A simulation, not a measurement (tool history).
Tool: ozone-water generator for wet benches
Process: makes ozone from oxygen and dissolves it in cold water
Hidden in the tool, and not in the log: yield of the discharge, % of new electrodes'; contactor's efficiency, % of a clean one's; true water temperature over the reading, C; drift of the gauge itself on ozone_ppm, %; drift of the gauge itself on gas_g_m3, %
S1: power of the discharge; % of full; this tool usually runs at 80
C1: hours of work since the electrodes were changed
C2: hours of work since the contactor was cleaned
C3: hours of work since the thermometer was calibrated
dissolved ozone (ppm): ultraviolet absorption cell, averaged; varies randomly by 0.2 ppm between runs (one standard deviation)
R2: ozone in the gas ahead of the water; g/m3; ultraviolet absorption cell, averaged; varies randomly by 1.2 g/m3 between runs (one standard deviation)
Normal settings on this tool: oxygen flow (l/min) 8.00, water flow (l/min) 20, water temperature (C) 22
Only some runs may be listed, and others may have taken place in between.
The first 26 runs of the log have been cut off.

Run 27, hour 1505.9: usual settings but S1 81 % of full, oxygen flow (l/min) 12.02, water flow (l/min) 21, water temperature (C) 19; C1 3856; C2 181; C3 1188. Result: dissolved ozone (ppm) 23.0, R2 144.4 g/m3.
Run 28, hour 1539.4: usual settings but S1 40 % of full, oxygen flow (l/min) 4.11, water flow (l/min) 26; C1 3884; C2 209; C3 1216. Result: dissolved ozone (ppm) 11.1, R2 144.3 g/m3.
Run 29, hour 1578.4: usual settings but S1 93 % of full, water temperature (C) 26; C1 3916; C2 242; C3 1248. Result: dissolved ozone (ppm) 23.2, R2 191.3 g/m3.
Run 30, hour 1636.7: usual settings but S1 93 % of full, oxygen flow (l/min) 14.24, water temperature (C) 26; C1 3965; C2 290; C3 1297. Result: dissolved ozone (ppm) 21.3, R2 148.0 g/m3.
At hour 1657.7: contactor cleaned, once more.
Run 31, hour 1692.4: usual settings but water flow (l/min) 13; C1 4008; C2 29; C3 1340. Result: dissolved ozone (ppm) 28.7, R2 172.8 g/m3.
Run 32, hour 1738.6: usual settings but water flow (l/min) 13; C1 4047; C2 67; C3 1379. Result: dissolved ozone (ppm) 28.7, R2 171.5 g/m3.
Run 33, hour 1775.5: usual settings but S1 75 % of full, oxygen flow (l/min) 11.67; C1 4078; C2 98; C3 1409. Result: dissolved ozone (ppm) 21.3, R2 140.1 g/m3.
Run 34, hour 1830.3: usual settings but S1 75 % of full, oxygen flow (l/min) 8.03, water flow (l/min) 26; C1 4123; C2 144; C3 1455. Result: dissolved ozone (ppm) 19.0, R2 163.2 g/m3.

What if the next run were any one of these 3? Each begins from the tool's condition after run 34:
Run A, hour 1900.7: usual settings but S1 54 % of full, oxygen flow (l/min) 8.03, water flow (l/min) 18; C1 4182; C2 203; C3 1514. Result: dissolved ozone (ppm) ?, R2 ?.
Run B, hour 1900.7: usual settings but oxygen flow (l/min) 8.74; C1 4182; C2 203; C3 1514. Result: dissolved ozone (ppm) ?, R2 ?.
Run C, hour 1900.7: usual settings but oxygen flow (l/min) 7.51, water temperature (C) 26; C1 4182; C2 203; C3 1514. Result: dissolved ozone (ppm) ?, R2 ?.

run  dissolved ozone (ppm)     R2
  A                   18.6  130.2
  B                   22.8  165.8
  C                   21.2  176.2
Take away the tool's hidden state, keep each run's random variation, and the runs would have read:
run  dissolved ozone (ppm)     R2
  A                   22.3  155.0
  B                   29.2  210.7
  C                   27.2  224.2

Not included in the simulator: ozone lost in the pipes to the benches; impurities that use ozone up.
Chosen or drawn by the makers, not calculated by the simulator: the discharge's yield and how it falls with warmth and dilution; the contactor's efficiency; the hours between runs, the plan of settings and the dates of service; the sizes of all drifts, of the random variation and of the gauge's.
